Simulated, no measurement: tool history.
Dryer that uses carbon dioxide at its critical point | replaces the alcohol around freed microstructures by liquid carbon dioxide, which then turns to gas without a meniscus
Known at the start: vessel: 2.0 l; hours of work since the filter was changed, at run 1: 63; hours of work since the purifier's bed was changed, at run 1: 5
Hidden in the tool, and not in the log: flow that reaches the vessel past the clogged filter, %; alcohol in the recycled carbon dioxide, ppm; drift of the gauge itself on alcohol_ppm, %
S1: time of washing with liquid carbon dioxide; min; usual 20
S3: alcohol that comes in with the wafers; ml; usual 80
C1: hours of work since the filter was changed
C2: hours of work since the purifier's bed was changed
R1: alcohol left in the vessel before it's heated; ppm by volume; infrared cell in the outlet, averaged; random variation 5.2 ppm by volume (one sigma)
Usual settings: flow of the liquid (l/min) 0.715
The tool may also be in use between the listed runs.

{"run": 1, "day": 0.0, "S1": 20, "flow of the liquid (l/min)": 0.715, "S3": 80, "C1": 63, "C2": 5, "R1": 125}
{"run": 2, "day": 0.612, "S1": 20, "flow of the liquid (l/min)": 0.715, "S3": 80, "C1": 69, "C2": 11, "R1": 121}
{"run": 3, "day": 1.362, "S1": 20, "flow of the liquid (l/min)": 0.715, "S3": 80, "C1": 77, "C2": 18, "R1": 128}
{"run": 4, "day": 1.921, "S1": 20, "flow of the liquid (l/min)": 0.715, "S3": 80, "C1": 82, "C2": 24, "R1": 117}
{"run": 5, "day": 2.538, "S1": 20, "flow of the liquid (l/min)": 0.715, "S3": 80, "C1": 88, "C2": 30, "R1": 127}
{"run": 6, "day": 3.025, "S1": 15, "flow of the liquid (l/min)": 0.715, "S3": 80, "C1": 93, "C2": 34, "R1": 515}
{"run": 7, "day": 3.612, "S1": 15, "flow of the liquid (l/min)": 0.715, "S3": 80, "C1": 99, "C2": 40, "R1": 508}
{"run": 8, "day": 4.133, "S1": 15, "flow of the liquid (l/min)": 0.715, "S3": 80, "C1": 104, "C2": 45, "R1": 511}
{"run": 9, "day": 4.608, "S1": 20, "flow of the liquid (l/min)": 0.715, "S3": 80, "C1": 108, "C2": 50, "R1": 132}
{"run": 10, "day": 4.95, "S1": 20, "flow of the liquid (l/min)": 0.715, "S3": 80, "C1": 112, "C2": 53, "R1": 127}
{"run": 11, "day": 5.462, "S1": 20, "flow of the liquid (l/min)": 0.715, "S3": 80, "C1": 117, "C2": 58, "R1": 137}
{"run": 12, "day": 5.95, "S1": 20, "flow of the liquid (l/min)": 0.715, "S3": 50, "C1": 121, "C2": 63, "R1": 78}
{"run": 13, "day": 6.475, "S1": 23, "flow of the liquid (l/min)": 0.715, "S3": 80, "C1": 126, "C2": 68, "R1": 82}
{"run": 14, "day": 7.175, "S1": 20, "flow of the liquid (l/min)": 0.715, "S3": 40, "C1": 133, "C2": 75, "R1": 91}
{"run": 15, "day": 7.529, "S1": 20, "flow of the liquid (l/min)": 0.715, "S3": 40, "C1": 137, "C2": 78, "R1": 82}
{"run": 16, "day": 7.988, "S1": 20, "flow of the liquid (l/min)": 0.715, "S3": 40, "C1": 141, "C2": 83, "R1": 87}
{"run": 17, "day": 8.571, "S1": 20, "flow of the liquid (l/min)": 0.783, "S3": 40, "C1": 147, "C2": 88, "R1": 57}
{"run": 18, "day": 9.279, "S1": 20, "flow of the liquid (l/min)": 0.783, "S3": 40, "C1": 154, "C2": 95, "R1": 63}
{"run": 19, "day": 9.838, "S1": 20, "flow of the liquid (l/min)": 0.783, "S3": 40, "C1": 159, "C2": 101, "R1": 57}
{"run": 20, "day": 10.346, "S1": 20, "flow of the liquid (l/min)": 1.054, "S3": 26, "C1": 164, "C2": 106, "R1": 27}
{"run": 21, "day": 11.071, "S1": 21, "flow of the liquid (l/min)": 0.541, "S3": 57, "C1": 171, "C2": 113, "R1": 324}
{"run": 22, "day": 11.392, "S1": 21, "flow of the liquid (l/min)": 0.541, "S3": 57, "C1": 174, "C2": 116, "R1": 335}
{"run": 23, "day": 11.942, "S1": 13, "flow of the liquid (l/min)": 0.715, "S3": 80, "C1": 180, "C2": 121, "R1": 981}
{"run": 24, "day": 12.312, "S1": 13, "flow of the liquid (l/min)": 0.953, "S3": 82, "C1": 183, "C2": 125, "R1": 306}
{"run": 25, "day": 12.633, "S1": 27, "flow of the liquid (l/min)": 1.019, "S3": 27, "C1": 186, "C2": 128, "R1": 27}
{"run": 26, "day": 13.254, "S1": 20, "flow of the liquid (l/min)": 0.898, "S3": 67, "C1": 192, "C2": 134, "R1": 52}
{"run": 27, "day": 13.683, "S1": 15, "flow of the liquid (l/min)": 0.898, "S3": 67, "C1": 197, "C2": 138, "R1": 176}
{"run": 28, "day": 14.288, "S1": 29, "flow of the liquid (l/min)": 0.599, "S3": 29, "C1": 202, "C2": 144, "R1": 43}
{"run": 29, "day": 14.679, "S1": 29, "flow of the liquid (l/min)": 0.599, "S3": 29, "C1": 206, "C2": 148, "R1": 52}

3 ways to go on from here, each from the tool as it stands after run 29. What would each give?
{"run": "A", "day": 15.225, "S1": 27, "flow of the liquid (l/min)": 0.599, "S3": 29, "C1": 211, "C2": 153, "R1": "?"}
{"run": "B", "day": 15.225, "S1": 29, "flow of the liquid (l/min)": 0.882, "S3": 25, "C1": 211, "C2": 153, "R1": "?"}
{"run": "C", "day": 15.225, "S1": 21, "flow of the liquid (l/min)": 0.439, "S3": 20, "C1": 211, "C2": 153, "R1": "?"}

run=A R1=72
run=B R1=43
run=C R1=296
Without the tool's hidden state the same runs would have given:
run=A R1=36
run=B R1=14
run=C R1=221

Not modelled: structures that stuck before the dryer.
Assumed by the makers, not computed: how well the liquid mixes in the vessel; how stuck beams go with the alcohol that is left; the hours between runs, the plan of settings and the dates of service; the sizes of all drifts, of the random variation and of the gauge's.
